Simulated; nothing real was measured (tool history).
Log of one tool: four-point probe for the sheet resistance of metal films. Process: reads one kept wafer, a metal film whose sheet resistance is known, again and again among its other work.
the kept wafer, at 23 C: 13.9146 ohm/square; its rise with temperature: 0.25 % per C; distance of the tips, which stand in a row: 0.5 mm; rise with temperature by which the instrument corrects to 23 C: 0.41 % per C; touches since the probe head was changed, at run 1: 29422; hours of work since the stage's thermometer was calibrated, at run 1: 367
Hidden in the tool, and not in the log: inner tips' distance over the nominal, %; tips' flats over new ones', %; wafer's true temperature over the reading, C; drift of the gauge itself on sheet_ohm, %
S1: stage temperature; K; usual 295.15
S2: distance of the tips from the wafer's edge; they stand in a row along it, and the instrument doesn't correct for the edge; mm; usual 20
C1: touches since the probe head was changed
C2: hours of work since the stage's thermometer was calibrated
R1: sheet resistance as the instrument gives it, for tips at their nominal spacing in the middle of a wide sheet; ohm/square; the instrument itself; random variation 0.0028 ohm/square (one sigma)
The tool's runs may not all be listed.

{"run": 1, "hour": 0.0, "S1": 295.15, "S2": 20, "C1": 29422, "C2": 367, "R1": 13.937174}
{"run": 2, "hour": 19.5, "S1": 300.15, "S2": 20, "C1": 30204, "C2": 376, "R1": 13.834482}
{"run": 3, "hour": 41.6, "S1": 300.15, "S2": 20, "C1": 31092, "C2": 386, "R1": 13.834804}
{"run": 4, "hour": 51.4, "S1": 300.15, "S2": 20, "C1": 31485, "C2": 390, "R1": 13.838112}
{"run": 5, "hour": 62.2, "S1": 300.15, "S2": 20, "C1": 31918, "C2": 395, "R1": 13.83661}
{"run": 6, "hour": 76.0, "S1": 295.15, "S2": 20, "C1": 32473, "C2": 402, "R1": 13.936195}
{"run": 7, "hour": 99.2, "S1": 295.15, "S2": 20, "C1": 33401, "C2": 412, "R1": 13.940896}
{"run": 8, "hour": 113.6, "S1": 303.15, "S2": 20, "C1": 33979, "C2": 419, "R1": 13.767106}
{"run": 9, "hour": 135.0, "S1": 303.15, "S2": 20, "C1": 34837, "C2": 429, "R1": 13.774902}
{"run": 10, "hour": 157.7, "S1": 303.15, "S2": 20, "C1": 35750, "C2": 439, "R1": 13.771603}
{"run": 11, "hour": 170.2, "S1": 303.15, "S2": 33, "C1": 36251, "C2": 445, "R1": 13.771965}
{"run": 12, "hour": 183.0, "S1": 303.15, "S2": 33, "C1": 36765, "C2": 451, "R1": 13.771409}
{"run": 13, "hour": 204.1, "S1": 303.15, "S2": 33, "C1": 37611, "C2": 461, "R1": 13.766873}
{"run": 14, "hour": 225.7, "S1": 296.15, "S2": 33, "C1": 38479, "C2": 471, "R1": 13.909461}
{"run": 15, "hour": 239.7, "S1": 296.15, "S2": 33, "C1": 39039, "C2": 477, "R1": 13.918869}
{"run": 16, "hour": 254.1, "S1": 296.15, "S2": 33, "C1": 39617, "C2": 484, "R1": 13.91638}
{"run": 17, "hour": 269.8, "S1": 296.15, "S2": 8, "C1": 40249, "C2": 491, "R1": 13.943759}
{"run": 18, "hour": 280.6, "S1": 294.15, "S2": 62, "C1": 40682, "C2": 496, "R1": 13.95753}
{"run": 19, "hour": 302.0, "S1": 294.15, "S2": 62, "C1": 41541, "C2": 506, "R1": 13.957935}
{"run": 20, "hour": 320.2, "S1": 294.15, "S2": 62, "C1": 42268, "C2": 514, "R1": 13.956572}
{"run": 21, "hour": 331.8, "S1": 294.15, "S2": 62, "C1": 42734, "C2": 519, "R1": 13.956719}
{"run": 22, "hour": 352.3, "S1": 297.15, "S2": 27, "C1": 43557, "C2": 529, "R1": 13.893762}
{"run": 23, "hour": 373.6, "S1": 297.15, "S2": 27, "C1": 44412, "C2": 539, "R1": 13.897125}
{"run": 24, "hour": 397.3, "S1": 297.15, "S2": 27, "C1": 45364, "C2": 550, "R1": 13.889046}
{"run": 25, "hour": 414.7, "S1": 298.15, "S2": 8, "C1": 46063, "C2": 558, "R1": 13.901649}
{"run": 26, "hour": 432.9, "S1": 308.15, "S2": 26, "C1": 46793, "C2": 566, "R1": 13.668536}
{"run": 27, "hour": 443.0, "S1": 302.15, "S2": 37, "C1": 47198, "C2": 571, "R1": 13.789731}

4 ways to go on from here, each from the tool as it stands after run 27. What would each give?
{"run": "A", "hour": 464.5, "S1": 301.15, "S2": 3, "C1": 48061, "C2": 580, "R1": "?"}
{"run": "B", "hour": 464.5, "S1": 302.15, "S2": 24, "C1": 48061, "C2": 580, "R1": "?"}
{"run": "C", "hour": 464.5, "S1": 295.15, "S2": 3, "C1": 48061, "C2": 580, "R1": "?"}
{"run": "D", "hour": 464.5, "S1": 300.15, "S2": 37, "C1": 48061, "C2": 580, "R1": "?"}

run=A R1=14.00525
run=B R1=13.78735
run=C R1=14.140561
run=D R1=13.828374
Without the tool's hidden state the same runs would have given:
run=A R1=14.006218
run=B R1=13.788304
run=C R1=14.14154
run=D R1=13.829331

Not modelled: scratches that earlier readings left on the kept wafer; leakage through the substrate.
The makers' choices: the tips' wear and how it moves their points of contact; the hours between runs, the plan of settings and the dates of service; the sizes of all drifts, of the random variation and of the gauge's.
